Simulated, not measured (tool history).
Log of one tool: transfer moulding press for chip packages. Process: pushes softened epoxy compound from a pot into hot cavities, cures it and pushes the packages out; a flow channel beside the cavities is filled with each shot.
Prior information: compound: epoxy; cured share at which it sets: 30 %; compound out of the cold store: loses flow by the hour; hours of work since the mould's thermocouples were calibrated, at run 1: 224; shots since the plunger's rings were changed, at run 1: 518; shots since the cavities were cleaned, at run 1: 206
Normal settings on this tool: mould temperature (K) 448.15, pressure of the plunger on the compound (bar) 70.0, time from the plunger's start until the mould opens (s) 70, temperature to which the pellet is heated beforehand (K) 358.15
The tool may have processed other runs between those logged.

run	hour	mould temperature (K)	pressure of the plunger on the compound (bar)	time from the plunger's start until the mould opens (s)	temperature to which the pellet is heated beforehand (K)	hours of work since the mould's thermocouples were calibrated	shots since the plunger's rings were changed	shots since the cavities were cleaned	incoming compound's hours out of the cold store	length that the compound runs in the flow channel (mm)	greatest force on the pins that push the packages out (N)
1	0.0	448.15	70.0	70	358.15	224	518	206	39.1	915	343
# hour 23.4: cavities cleaned with cleaning compound and waxed
2	43.7	448.15	70.0	70	358.15	243	938	203	36.5	927	336
# hour 67.0: cavities cleaned with cleaning compound and waxed
3	67.0	448.15	70.0	70	358.15	252	1154	0	41.0	913	330
4	103.6	448.15	70.0	70	358.15	268	1518	364	11.4	1002	334
# hour 110.9: cavities cleaned with cleaning compound and waxed
5	152.1	448.15	70.0	70	358.15	289	1985	410	21.2	986	340
# hour 157.2: cavities cleaned with cleaning compound and waxed
6	174.3	448.15	70.0	70	358.15	298	2191	170	21.5	975	344
# hour 201.5: cavities cleaned with cleaning compound and waxed
7	217.2	448.15	70.0	70	358.15	316	2602	156	38.9	921	330
8	243.2	448.15	70.0	70	358.15	327	2861	415	28.1	955	333
# hour 246.8: cavities cleaned with cleaning compound and waxed
9	273.1	448.15	70.0	70	358.15	339	3143	262	26.8	962	324
# hour 290.7: plunger's sealing rings changed
# hour 295.5: cavities cleaned with cleaning compound and waxed
10	314.6	448.15	70.0	70	358.15	356	223	190	21.6	972	344
# hour 341.8: cavities cleaned with cleaning compound and waxed
11	357.7	448.15	56.0	53	358.15	374	637	158	19.1	881	576
# hour 386.9: cavities cleaned with cleaning compound and waxed
12	397.4	448.15	56.0	53	358.15	391	1016	104	31.6	843	527
# hour 431.2: cavities cleaned with cleaning compound and waxed
13	431.2	448.15	56.0	53	358.15	405	1337	0	45.5	810	530
14	457.0	448.15	77.6	103	357.15	416	1594	257	37.7	974	302
# hour 476.0: cavities cleaned with cleaning compound and waxed
15	482.8	448.15	59.3	52	350.15	426	1835	68	42.6	842	579
# hour 521.1: cavities cleaned with cleaning compound and waxed
16	522.4	448.15	64.8	80	358.15	443	2213	12	40.5	875	305

For each entry between runs, how does the tool's hidden state at the last listed run before it compare with that at the first listed run after it?
Run 1 -> run 2: cavities cleaned with cleaning compound and waxed (hour 23.4)
  true mould temperature over the reading, C: 0 -> -0.01; pressure that reaches the compound, % of what is set: 99.97 -> 99.95; grip of the stained cavities, % over clean ones': 1 -> 0.9
Run 2 -> run 3: cavities cleaned with cleaning compound and waxed (hour 67.0)
  grip of the stained cavities, % over clean ones': 0.9 -> 0.1
Run 4 -> run 5: cavities cleaned with cleaning compound and waxed (hour 110.9)
  pressure that reaches the compound, % of what is set: 99.93 -> 99.91; grip of the stained cavities, % over clean ones': 1.3 -> 1.6
Run 5 -> run 6: cavities cleaned with cleaning compound and waxed (hour 157.2)
  pressure that reaches the compound, % of what is set: 99.91 -> 99.9; grip of the stained cavities, % over clean ones': 1.6 -> 0.8
Run 6 -> run 7: cavities cleaned with cleaning compound and waxed (hour 201.5)
  pressure that reaches the compound, % of what is set: 99.9 -> 99.89; grip of the stained cavities, % over clean ones': 0.8 -> 0.7
Run 8 -> run 9: cavities cleaned with cleaning compound and waxed (hour 246.8)
  pressure that reaches the compound, % of what is set: 99.88 -> 99.87; grip of the stained cavities, % over clean ones': 1.5 -> 1.1
Run 9 -> run 10: plunger's sealing rings changed (hour 290.7); cavities cleaned with cleaning compound and waxed (hour 295.5)
  pressure that reaches the compound, % of what is set: 99.87 -> 99.99; grip of the stained cavities, % over clean ones': 1.1 -> 0.9
Run 10 -> run 11: cavities cleaned with cleaning compound and waxed (hour 341.8)
  pressure that reaches the compound, % of what is set: 99.99 -> 99.97; grip of the stained cavities, % over clean ones': 0.9 -> 0.8
Run 11 -> run 12: cavities cleaned with cleaning compound and waxed (hour 386.9)
  pressure that reaches the compound, % of what is set: 99.97 -> 99.96; grip of the stained cavities, % over clean ones': 0.8 -> 0.5
Run 12 -> run 13: cavities cleaned with cleaning compound and waxed (hour 431.2)
  pressure that reaches the compound, % of what is set: 99.96 -> 99.95; grip of the stained cavities, % over clean ones': 0.5 -> 0.1
Run 14 -> run 15: cavities cleaned with cleaning compound and waxed (hour 476.0)
  pressure that reaches the compound, % of what is set: 99.94 -> 99.93; grip of the stained cavities, % over clean ones': 1.1 -> 0.4
Run 15 -> run 16: cavities cleaned with cleaning compound and waxed (hour 521.1)
  pressure that reaches the compound, % of what is set: 99.93 -> 99.91; grip of the stained cavities, % over clean ones': 0.4 -> 0.1
